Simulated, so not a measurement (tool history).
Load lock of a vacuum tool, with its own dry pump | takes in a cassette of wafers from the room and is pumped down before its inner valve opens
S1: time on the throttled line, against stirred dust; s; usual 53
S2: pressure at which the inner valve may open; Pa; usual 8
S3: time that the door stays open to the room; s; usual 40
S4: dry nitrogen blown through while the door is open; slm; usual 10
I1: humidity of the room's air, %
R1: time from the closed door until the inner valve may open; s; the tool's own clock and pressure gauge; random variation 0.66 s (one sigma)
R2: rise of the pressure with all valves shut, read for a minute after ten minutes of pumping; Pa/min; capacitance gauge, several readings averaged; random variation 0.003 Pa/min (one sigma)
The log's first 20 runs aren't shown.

Run 21, hour 3984.8: usual settings but S1 94 s, S3 26 s, S4 42 slm; I1 47.3. Result: R1 128.8 s, R2 0.015 Pa/min.
Run 22, hour 4108.4: usual settings but S1 94 s, S3 26 s, S4 42 slm; I1 49.3. Result: R1 128.2 s, R2 0.020 Pa/min.
Run 23, hour 4222.5: usual settings but S1 43 s, S2 7 Pa, S3 26 s, S4 18 slm; I1 44.5. Result: R1 90.0 s, R2 0.026 Pa/min.
Run 24, hour 4438.9: usual settings but S3 121 s, S4 9 slm; I1 41.0. Result: R1 97.1 s, R2 0.063 Pa/min.
Run 25, hour 4650.5: usual settings but S3 121 s, S4 9 slm; I1 44.0. Result: R1 97.6 s, R2 0.071 Pa/min.
Run 26, hour 4907.3: usual settings but S2 6 Pa, S3 166 s; I1 44.8. Result: R1 99.8 s, R2 0.084 Pa/min.
Run 27, hour 5017.2: usual settings but S2 6 Pa, S3 166 s; I1 45.7. Result: R1 99.9 s, R2 0.081 Pa/min.
Run 28, hour 5181.4: usual settings but S2 6 Pa, S3 166 s; I1 46.3. Result: R1 100.8 s, R2 0.080 Pa/min.
Run 29, hour 5299.2: usual settings but S3 71 s; I1 44.7. Result: R1 97.7 s, R2 0.053 Pa/min.
Run 30, hour 5468.4: usual settings but S2 16 Pa, S3 111 s, S4 32 slm; I1 47.7. Result: R1 93.3 s, R2 0.040 Pa/min.
Run 31, hour 5710.6: usual settings but S1 52 s, S2 7 Pa, S3 33 s, S4 12 slm; I1 46.9. Result: R1 97.6 s, R2 0.038 Pa/min.
Run 32, hour 5853.9: usual settings but S1 26 s, S2 16 Pa, S4 15 slm; I1 44.8. Result: R1 72.1 s, R2 0.035 Pa/min.
Run 33, hour 6007.1: usual settings but S1 81 s; I1 41.6. Result: R1 118.8 s, R2 0.033 Pa/min.
Run 34, hour 6241.4: usual settings but S3 43 s, S4 11 slm; I1 44.4. Result: R1 96.5 s, R2 0.038 Pa/min.
Run 35, hour 6399.1: usual settings but S3 43 s, S4 11 slm; I1 45.9. Result: R1 98.2 s, R2 0.039 Pa/min.
Run 36, hour 6561.8: usual settings but S3 43 s, S4 11 slm; I1 47.4. Result: R1 97.6 s, R2 0.040 Pa/min.

Forecast each of these 4 alternatives for the next run:
Run A, hour 6669.7: usual settings but S1 78 s, S3 213 s, S4 7 slm; I1 44.7. Result: R1 ?, R2 ?.
Run B, hour 6669.7: usual settings but S1 91 s, S2 10 Pa, S4 6 slm; I1 46.1. Result: R1 ?, R2 ?.
Run C, hour 6669.7: usual settings but S1 45 s, S2 11 Pa; I1 43.5. Result: R1 ?, R2 ?.
Run D, hour 6669.7: usual settings but S3 43 s, S4 41 slm; I1 45.9. Result: R1 ?, R2 ?.

run     R1     R2
  A  116.1  0.103
  B  124.4  0.043
  C   89.3  0.035
  D   97.2  0.020
Without the tool's hidden state the same runs would have given:
run     R1     R2
  A  116.1  0.102
  B  124.3  0.042
  C   89.3  0.035
  D   97.2  0.020
